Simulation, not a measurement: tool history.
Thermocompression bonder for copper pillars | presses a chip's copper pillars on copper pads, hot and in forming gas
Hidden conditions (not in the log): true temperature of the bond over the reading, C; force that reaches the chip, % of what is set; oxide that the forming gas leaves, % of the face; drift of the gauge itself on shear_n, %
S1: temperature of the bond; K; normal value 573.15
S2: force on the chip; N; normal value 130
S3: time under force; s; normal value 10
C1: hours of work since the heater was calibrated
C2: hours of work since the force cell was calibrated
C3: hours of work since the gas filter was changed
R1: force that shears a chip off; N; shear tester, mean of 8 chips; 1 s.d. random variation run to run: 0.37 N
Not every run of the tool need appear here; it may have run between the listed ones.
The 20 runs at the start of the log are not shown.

run   hour      S1   S2  S3   C1   C2   C3    R1
 21  177.6  573.15  130  10  188  158  423  42.3
 22  189.6  573.15  148  25  194  163  429  61.6
 23  195.7  556.15  135  15  196  166  431  43.7
 24  203.2  562.15  134  23  200  170  435  53.3
 25  211.6  562.15  134  23  204  174  439  53.1
     214.6  -- heater calibrated with a thermocouple chip
 26  219.7  585.15  125  13    2  176  442  49.2
 27  230.1  592.15  168   8    7  181  446  52.6
 28  237.4  599.15  150  11   10  184  450  57.4
 29  246.5  550.15  161   6   15  189  454  32.1
 30  252.7  571.15  171   7   18  192  457  43.2
     256.2  -- heater calibrated with a thermocouple chip, once more
 31  262.9  573.15  130  12    3  195  461  45.4
 32  271.4  573.15  123  14    7  199  464  46.3
 33  283.1  573.15  123  14   12  205  470  45.1
 34  292.5  597.15  123  14   17  209  474  54.1
 35  303.7  597.15  123  14   22  214  479  53.6
 36  310.4  597.15  123  14   25  217  482  54.0
 37  317.0  555.15  162  10   28  220  485  43.1
     320.4  -- forming gas filter changed
 38  324.2  582.15  130   8   31  223    2  45.5
 39  331.1  592.15  130   6   34  226    5  44.6

5 ways to go on from here, each from the tool as it stands after run 39. What would each give?
  A  336.6  550.15   90  10  37  229   7   ?
  B  336.6  573.15   86  13  37  229   7   ?
  C  336.6  549.15  102  17  37  229   7   ?
  D  336.6  544.15   98   6  37  229   7   ?
  E  336.6  584.15  130   6  37  229   7   ?

run    R1
  A  28.4
  B  37.6
  C  39.3
  D  22.9
  E  41.9
Without the tool's hidden state the same runs would have given:
run    R1
  A  29.2
  B  38.6
  C  40.4
  D  23.6
  E  43.0
